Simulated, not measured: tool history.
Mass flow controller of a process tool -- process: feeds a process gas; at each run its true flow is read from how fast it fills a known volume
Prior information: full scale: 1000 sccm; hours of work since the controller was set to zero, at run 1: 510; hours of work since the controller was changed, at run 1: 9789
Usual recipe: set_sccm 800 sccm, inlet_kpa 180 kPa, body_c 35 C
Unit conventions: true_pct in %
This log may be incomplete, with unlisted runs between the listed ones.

run      day  set_sccm  inlet_kpa  body_c  hours of work since the controller was set to zero  hours of work since the controller was changed  true_pct
  1    0.000       800        180      35                                                 510                                            9789     99.89
  2   18.858       800        180      35                                                 724                                           10003     99.96
  3   28.875       800        180      35                                                 838                                           10117     99.82
  4   47.738       800        180      35                                                1053                                           10332     99.90
  5   69.142       116        180      35                                                1296                                           10575     98.20
  6   86.504       687        180      35                                                1494                                           10773     99.42
  7  100.850       120        180      35                                                1657                                           10936     98.06
  8  122.696       120        180      35                                                1905                                           11185     98.10
  9  138.558       120        180      35                                                2086                                           11365     97.95
 10  163.162       120        180      35                                                2366                                           11645     98.02
 11  175.471       800        180      35                                                2506                                           11785     99.58
     186.600  -- controller exchanged for a calibrated one
 12  193.450       800        180      35                                                  78                                              78     99.49
 13  215.488       800        180      35                                                 329                                             329     99.47
 14  232.262       800        180      35                                                 519                                             519     99.64
 15  253.946       800        180      35                                                 766                                             766     99.44
 16  275.204       800        180      35                                                1008                                            1008     99.40
 17  295.621       800        180      35                                                1240                                            1240     99.34
 18  319.896       800        180      35                                                1516                                            1516     99.21
 19  338.117       800        180      35                                                1724                                            1724     99.18
 20  355.233       800        180      35                                                1918                                            1918     99.17
 21  371.033       800        180      35                                                2098                                            2098     99.14
 22  393.846       162        180      35                                                2358                                            2358     97.65
 23  405.062       162        180      35                                                2485                                            2485     97.62
 24  427.196       162        210      23                                                2737                                            2737     97.04
 25  446.696       134        210      28                                                2959                                            2959     97.33
 26  470.596       318        168      26                                                3231                                            3231     97.18
 27  482.088       318        168      26                                                3361                                            3361     97.30
 28  497.604       826        163      35                                                3538                                            3538     98.84
 29  512.125       826        163      35                                                3703                                            3703     98.87
 30  534.742       419        165      35                                                3960                                            3960     97.86
 31  551.700       104        165      28                                                4153                                            4153     96.73
     564.012  -- controller's zero set anew
 32  569.038       165        180      21                                                  57                                            4350     96.46
 33  582.496       196        168      35                                                 210                                            4503     97.17
 34  604.796       360        168      35                                                 464                                            4757     97.67
 35  627.571       360        168      35                                                 723                                            5016     97.34
 36  645.729       800        180      28                                                 930                                            5223     98.13
 37  655.733       800        180      28                                                1043                                            5336     98.05
 38  672.967       800        180      28                                                1239                                            5532     98.23
     675.712  -- gauge calibrated
 39  689.133       800        180      28                                                1423                                            5716     99.47
 40  705.517       800        180      28                                                1610                                            5903     99.54
 41  717.079       800        180      28                                                1741                                            6034     99.59
 42  731.546       800        180      28                                                1906                                            6199     99.49
 43  745.571       124        152      35                                                2065                                            6358     98.03
 44  755.667       800        256      30                                                2180                                            6473     99.94
 45  779.167       486        239      23                                                2447                                            6741     98.53
 46  801.396       486        239      23                                                2700                                            6993     98.58

Forecast each of these 5 alternatives for the next run:
  A  820.342       144        158      23                                                2916                                            7209         ?
  B  820.342       351        239      23                                                2916                                            7209         ?
  C  820.342       800        267      35                                                2916                                            7209         ?
  D  820.342       253        191      39                                                2916                                            7209         ?
  E  820.342       821        223      24                                                2916                                            7209         ?

run  true_pct
  A     97.31
  B     98.33
  C    100.11
  D     98.48
  E     99.24
What these runs would have given with no unlogged condition in the tool:
run  true_pct
  A     97.59
  B     98.63
  C    100.42
  D     98.77
  E     99.55
